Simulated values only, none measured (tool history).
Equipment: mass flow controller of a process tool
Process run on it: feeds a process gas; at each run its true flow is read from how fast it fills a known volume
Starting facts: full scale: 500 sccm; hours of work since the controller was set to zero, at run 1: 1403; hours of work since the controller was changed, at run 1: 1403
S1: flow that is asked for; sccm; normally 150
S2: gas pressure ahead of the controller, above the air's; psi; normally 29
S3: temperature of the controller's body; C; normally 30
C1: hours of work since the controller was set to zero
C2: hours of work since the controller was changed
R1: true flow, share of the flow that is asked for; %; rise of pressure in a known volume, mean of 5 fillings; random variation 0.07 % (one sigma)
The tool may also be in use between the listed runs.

| run | hour | S1 | S2 | S3 | C1 | C2 | R1 |
|---|---|---|---|---|---|---|---|
| 1 | 0 | 150 | 29 | 30 | 1403 | 1403 | 98.93 |
| 2 | 44.8 | 150 | 29 | 30 | 1428 | 1428 | 98.73 |
| 3 | 85.9 | 150 | 29 | 30 | 1451 | 1451 | 98.77 |
| 4 | 125.1 | 150 | 29 | 23 | 1473 | 1473 | 98.09 |
| 5 | 206.6 | 179 | 29 | 30 | 1518 | 1518 | 98.69 |
| 6 | 283.8 | 179 | 29 | 30 | 1561 | 1561 | 98.63 |
| 7 | 344.1 | 150 | 29 | 26 | 1595 | 1595 | 98.11 |
| 8 | 427.6 | 150 | 29 | 26 | 1641 | 1641 | 98.08 |
| 9 | 511.1 | 150 | 29 | 26 | 1688 | 1688 | 97.96 |
| 10 | 575.5 | 87 | 29 | 30 | 1724 | 1724 | 97.92 |
| 11 | 618 | 87 | 29 | 30 | 1747 | 1747 | 97.82 |
| 12 | 669 | 150 | 29 | 28 | 1776 | 1776 | 97.85 |
| 13 | 749.8 | 150 | 29 | 39 | 1821 | 1821 | 98.66 |
| 14 | 811.4 | 150 | 29 | 27 | 1855 | 1855 | 97.68 |
| 15 | 868.2 | 150 | 29 | 27 | 1887 | 1887 | 97.57 |
| 16 | 915.3 | 150 | 29 | 27 | 1913 | 1913 | 97.37 |
| 17 | 987.6 | 150 | 29 | 27 | 1953 | 1953 | 97.48 |
| 18 | 1050.9 | 150 | 29 | 30 | 1989 | 1989 | 97.47 |
| 19 | 1127 | 150 | 29 | 30 | 2031 | 2031 | 97.5 |
| 20 | 1176.7 | 150 | 23.6 | 30 | 2059 | 2059 | 97.24 |
| 21 | 1233.9 | 150 | 23.6 | 22 | 2090 | 2090 | 96.56 |
| 22 | 1298.5 | 57 | 23.6 | 22 | 2127 | 2127 | 96.21 |
| 23 | 1343.5 | 185 | 29.6 | 25 | 2152 | 2152 | 96.89 |
| 24 | 1378.6 | 185 | 29.6 | 25 | 2171 | 2171 | 96.79 |
| 25 | 1434.6 | 185 | 29.6 | 27 | 2202 | 2202 | 96.94 |
| 26 | 1510.2 | 185 | 29.6 | 27 | 2245 | 2245 | 96.95 |
| 27 | 1549.8 | 104 | 27.6 | 27 | 2267 | 2267 | 96.42 |
| 28 | 1590.1 | 104 | 27.6 | 27 | 2289 | 2289 | 96.48 |
| 29 | 1665.1 | 81 | 29 | 27 | 2331 | 2331 | 96.17 |
|  | 1739.6 | gauge calibrated |
| 30 | 1739.6 | 81 | 29 | 27 | 2372 | 2372 | 98.25 |
| 31 | 1803.9 | 81 | 29 | 27 | 2408 | 2408 | 98.16 |
| 32 | 1876.9 | 81 | 29 | 27 | 2449 | 2449 | 98.09 |
| 33 | 1927 | 99 | 26.3 | 30 | 2477 | 2477 | 98.33 |
| 34 | 1961.5 | 99 | 26.3 | 30 | 2496 | 2496 | 98.29 |
| 35 | 2013.5 | 231 | 26.4 | 37 | 2525 | 2525 | 99.49 |
| 36 | 2073.6 | 56 | 26.4 | 21 | 2558 | 2558 | 97.17 |
| 37 | 2157 | 297 | 21.8 | 33 | 2605 | 2605 | 99.08 |
| 38 | 2218.6 | 89 | 38.4 | 24 | 2639 | 2639 | 97.8 |
| 39 | 2278.1 | 89 | 38.4 | 24 | 2672 | 2672 | 97.51 |
| 40 | 2347.1 | 89 | 38.4 | 24 | 2711 | 2711 | 97.47 |
| 41 | 2431.5 | 89 | 38.4 | 24 | 2758 | 2758 | 97.51 |
| 42 | 2511.3 | 213 | 37.1 | 24 | 2802 | 2802 | 97.7 |
| 43 | 2558.4 | 213 | 37.1 | 26 | 2829 | 2829 | 97.88 |

Forecast each of these 5 alternatives for the next run:
| A | 2616.9 | 213 | 37.1 | 22 | 2861 | 2861 | ? |
| B | 2616.9 | 275 | 39.3 | 20 | 2861 | 2861 | ? |
| C | 2616.9 | 213 | 21.8 | 26 | 2861 | 2861 | ? |
| D | 2616.9 | 53 | 30.3 | 29 | 2861 | 2861 | ? |
| E | 2616.9 | 68 | 21.5 | 30 | 2861 | 2861 | ? |

| run | R1 |
|---|---|
| A | 97.5 |
| B | 97.68 |
| C | 97.5 |
| D | 97.22 |
| E | 97.32 |
Without the tool's hidden state the same runs would have given:
| run | R1 |
|---|---|
| A | 98.61 |
| B | 98.79 |
| C | 98.61 |
| D | 98.35 |
| E | 98.45 |

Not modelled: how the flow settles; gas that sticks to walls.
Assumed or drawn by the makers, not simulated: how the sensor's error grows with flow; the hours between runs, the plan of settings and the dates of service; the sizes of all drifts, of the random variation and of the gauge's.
